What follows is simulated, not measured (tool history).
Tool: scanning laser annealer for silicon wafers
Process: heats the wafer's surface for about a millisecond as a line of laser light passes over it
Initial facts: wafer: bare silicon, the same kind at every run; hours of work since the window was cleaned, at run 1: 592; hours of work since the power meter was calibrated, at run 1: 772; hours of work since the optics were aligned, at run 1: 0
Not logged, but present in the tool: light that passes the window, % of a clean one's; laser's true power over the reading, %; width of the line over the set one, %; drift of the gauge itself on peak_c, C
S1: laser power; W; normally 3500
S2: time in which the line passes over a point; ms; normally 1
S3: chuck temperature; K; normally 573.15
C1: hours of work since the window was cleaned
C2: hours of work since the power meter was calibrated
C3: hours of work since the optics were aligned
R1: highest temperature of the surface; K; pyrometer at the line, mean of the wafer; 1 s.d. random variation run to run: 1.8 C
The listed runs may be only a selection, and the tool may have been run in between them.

| run | hour | S1 | S2 | S3 | C1 | C2 | C3 | R1 |
|---|---|---|---|---|---|---|---|---|
| 1 | 0 | 3500 | 1 | 573.15 | 592 | 772 | 0 | 1268.15 |
| 2 | 50.9 | 3500 | 1 | 573.15 | 617 | 797 | 26 | 1263.15 |
| 3 | 137.1 | 3500 | 1 | 573.15 | 661 | 841 | 69 | 1260.15 |
| 4 | 217.8 | 3500 | 1 | 573.15 | 701 | 881 | 109 | 1261.15 |
| 5 | 297.7 | 3634 | 1 | 573.15 | 741 | 921 | 149 | 1287.15 |
| 6 | 387.2 | 3634 | 1 | 573.15 | 786 | 966 | 194 | 1283.15 |
| 7 | 451.6 | 3500 | 1 | 573.15 | 818 | 998 | 227 | 1255.15 |
|  | 460.1 | window over the wafer cleaned |
| 8 | 543 | 3500 | 1 | 573.15 | 42 | 1043 | 271 | 1278.15 |
| 9 | 626.5 | 3500 | 0.75 | 573.15 | 83 | 1085 | 313 | 1186.15 |
| 10 | 664.7 | 3500 | 0.75 | 573.15 | 103 | 1104 | 332 | 1183.15 |
| 11 | 754.3 | 3500 | 1 | 573.15 | 148 | 1149 | 377 | 1272.15 |
| 12 | 827.5 | 3500 | 1 | 573.15 | 184 | 1186 | 414 | 1270.15 |
| 13 | 916 | 3500 | 1 | 573.15 | 229 | 1230 | 459 | 1268.15 |
| 14 | 982.7 | 3500 | 1 | 573.15 | 262 | 1264 | 492 | 1268.15 |
| 15 | 1063.3 | 3500 | 1.01 | 573.15 | 303 | 1304 | 532 | 1266.15 |
| 16 | 1148.3 | 3500 | 1.01 | 573.15 | 345 | 1347 | 575 | 1266.15 |
| 17 | 1194.6 | 3500 | 1 | 573.15 | 368 | 1370 | 598 | 1262.15 |
| 18 | 1263.8 | 3500 | 1 | 573.15 | 403 | 1405 | 633 | 1259.15 |
| 19 | 1321.2 | 3357 | 1 | 573.15 | 432 | 1434 | 662 | 1228.15 |
| 20 | 1366.7 | 3357 | 1 | 573.15 | 455 | 1456 | 685 | 1228.15 |
| 21 | 1455 | 3357 | 1 | 573.15 | 499 | 1501 | 729 | 1227.15 |
| 22 | 1519.7 | 3500 | 1 | 568.15 | 532 | 1533 | 761 | 1244.15 |
| 23 | 1584 | 3500 | 1 | 568.15 | 564 | 1565 | 794 | 1247.15 |
| 24 | 1653.1 | 3500 | 0.71 | 578.15 | 598 | 1600 | 828 | 1153.15 |
| 25 | 1700.4 | 3076 | 1 | 573.15 | 622 | 1624 | 852 | 1166.15 |
| 26 | 1762.2 | 3076 | 1 | 573.15 | 653 | 1655 | 883 | 1167.15 |
| 27 | 1805.4 | 3037 | 1 | 565.15 | 675 | 1677 | 905 | 1144.15 |
| 28 | 1850.1 | 3796 | 0.78 | 534.15 | 697 | 1699 | 927 | 1184.15 |
| 29 | 1902.3 | 3796 | 0.78 | 534.15 | 723 | 1725 | 953 | 1184.15 |
|  | 1995 | optics aligned, line set to its width |
| 30 | 1996.1 | 3342 | 0.92 | 534.15 | 768 | 1770 | 1 | 1161.15 |
| 31 | 2047.1 | 3556 | 0.92 | 600.15 | 794 | 1795 | 26 | 1264.15 |
|  | 2102.5 | window over the wafer cleaned |
| 32 | 2102.5 | 3556 | 0.92 | 600.15 | 0 | 1822 | 53 | 1288.15 |
| 33 | 2150 | 3165 | 0.89 | 535.15 | 24 | 1846 | 77 | 1138.15 |
| 34 | 2207.7 | 3500 | 1.04 | 591.15 | 53 | 1875 | 106 | 1307.15 |
| 35 | 2296.1 | 3500 | 0.95 | 580.15 | 97 | 1919 | 150 | 1266.15 |
| 36 | 2365.9 | 3500 | 0.83 | 559.15 | 132 | 1954 | 185 | 1204.15 |
| 37 | 2437.5 | 3621 | 1.14 | 608.15 | 168 | 1990 | 221 | 1379.15 |
| 38 | 2497.2 | 3367 | 0.98 | 541.15 | 198 | 2020 | 251 | 1204.15 |
| 39 | 2536.4 | 2997 | 1.05 | 611.15 | 218 | 2040 | 271 | 1217.15 |
| 40 | 2589.2 | 3051 | 1.12 | 611.15 | 244 | 2066 | 297 | 1243.15 |
| 41 | 2645.5 | 3224 | 1.16 | 578.15 | 272 | 2094 | 325 | 1261.15 |
| 42 | 2687.4 | 3500 | 1.19 | 535.15 | 293 | 2116 | 346 | 1286.15 |

Branching from run 42: 3 alternative next runs. What would each branch give?
| A | 2734.8 | 3606 | 1 | 537.15 | 317 | 2139 | 370 | ? |
| B | 2734.8 | 3500 | 1 | 538.15 | 317 | 2139 | 370 | ? |
| C | 2734.8 | 3500 | 1.19 | 556.15 | 317 | 2139 | 370 | ? |

| run | R1 |
|---|---|
| A | 1248.15 |
| B | 1232.15 |
| C | 1307.15 |
Without the tool's hidden state the same runs would have given:
| run | R1 |
|---|---|
| A | 1273.15 |
| B | 1257.15 |
| C | 1334.15 |
